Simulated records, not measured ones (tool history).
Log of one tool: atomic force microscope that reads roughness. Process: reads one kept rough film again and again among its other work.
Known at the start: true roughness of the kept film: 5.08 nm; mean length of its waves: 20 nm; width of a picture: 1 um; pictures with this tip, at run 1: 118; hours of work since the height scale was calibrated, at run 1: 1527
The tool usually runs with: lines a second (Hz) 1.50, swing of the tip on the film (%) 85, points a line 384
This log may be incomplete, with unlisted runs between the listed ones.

run	hour	lines a second (Hz)	swing of the tip on the film (%)	points a line	pictures with this tip	hours of work since the height scale was calibrated	roughness of the kept film (nm (root mean square))
1	0.0	1.50	85	384	118	1527	3.672
2	45.5	1.50	85	384	158	1552	3.693
3	119.0	0.83	85	384	224	1591	3.836
4	180.0	0.83	85	384	278	1623	3.797
# hour 227.5: height scale calibrated on a step standard
# hour 254.1: new tip fitted
5	254.1	0.83	85	384	0	14	3.818
6	328.1	1.50	85	384	66	53	3.667
7	360.7	1.50	85	827	94	71	3.730
8	401.2	1.50	85	629	130	92	3.732
9	458.9	1.50	85	629	181	123	3.742
10	503.1	1.50	85	629	221	147	3.721
11	553.8	1.50	85	629	266	174	3.745
12	619.5	1.50	85	384	324	209	3.683
# hour 644.1: new tip fitted
13	678.1	3.25	85	384	30	240	3.377
14	748.1	3.25	85	384	92	277	3.384
15	822.0	1.50	87	384	158	316	3.663
16	879.4	0.87	85	384	209	347	3.797
17	930.9	0.87	85	384	254	374	3.785
18	976.0	0.87	85	384	294	399	3.805
# hour 1030.8: new tip fitted
19	1030.8	1.50	85	384	0	427	3.669
20	1099.3	1.50	85	384	61	464	3.688
21	1164.8	1.50	85	262	119	499	3.623
22	1233.3	1.50	85	262	180	535	3.611
23	1288.5	1.50	85	262	229	565	3.622
24	1328.0	1.50	85	262	264	586	3.615
25	1378.9	2.71	85	384	309	613	3.478
# hour 1416.4: new tip fitted
26	1445.4	2.71	85	384	25	648	3.485
27	1496.2	2.71	74	462	70	675	3.703
28	1560.1	2.71	89	855	127	709	3.434
29	1606.7	2.71	67	270	168	734	3.695
30	1676.7	1.95	67	401	230	772	3.850
31	1752.7	1.63	56	1024	298	812	3.989
# hour 1804.4: new tip fitted
32	1821.3	1.50	71	414	15	848	3.855
33	1867.3	0.56	85	503	56	873	3.923
34	1903.9	0.56	85	503	88	892	3.885
35	1941.7	0.56	85	503	122	913	3.898
36	1991.2	0.56	63	892	166	939	4.007
37	2047.3	3.95	58	520	215	969	3.824
38	2110.2	3.95	58	520	271	1002	3.843
39	2149.4	0.68	71	291	306	1023	3.851
# hour 2194.8: new tip fitted
40	2194.8	0.68	71	291	0	1047	3.860
41	2230.4	3.15	87	291	31	1066	3.287
42	2269.2	3.15	87	291	65	1087	3.314
43	2326.4	0.90	75	735	116	1117	3.926
44	2377.8	3.18	68	735	162	1145	3.756
45	2445.4	0.56	85	328	222	1181	3.848
46	2511.3	1.46	69	545	280	1216	3.868
47	2578.8	1.27	88	498	340	1252	3.697
# hour 2585.7: new tip fitted
48	2633.0	1.27	88	498	42	1281	3.708
49	2699.7	1.27	88	498	101	1316	3.721

Each row is a separate what-if for the run after 49, all from the same tool condition, not one after another. Results?
A	2763.5	1.34	88	690	158	1350	?
B	2763.5	0.56	85	632	158	1350	?
C	2763.5	0.70	88	498	158	1350	?
D	2763.5	1.32	78	937	158	1350	?
E	2763.5	0.72	88	498	158	1350	?

run	roughness of the kept film (nm (root mean square))
A	3.728
B	3.938
C	3.860
D	3.832
E	3.824
Without the tool's hidden state the same runs would have given:
run	roughness of the kept film (nm (root mean square))
A	3.733
B	3.943
C	3.864
D	3.836
E	3.828
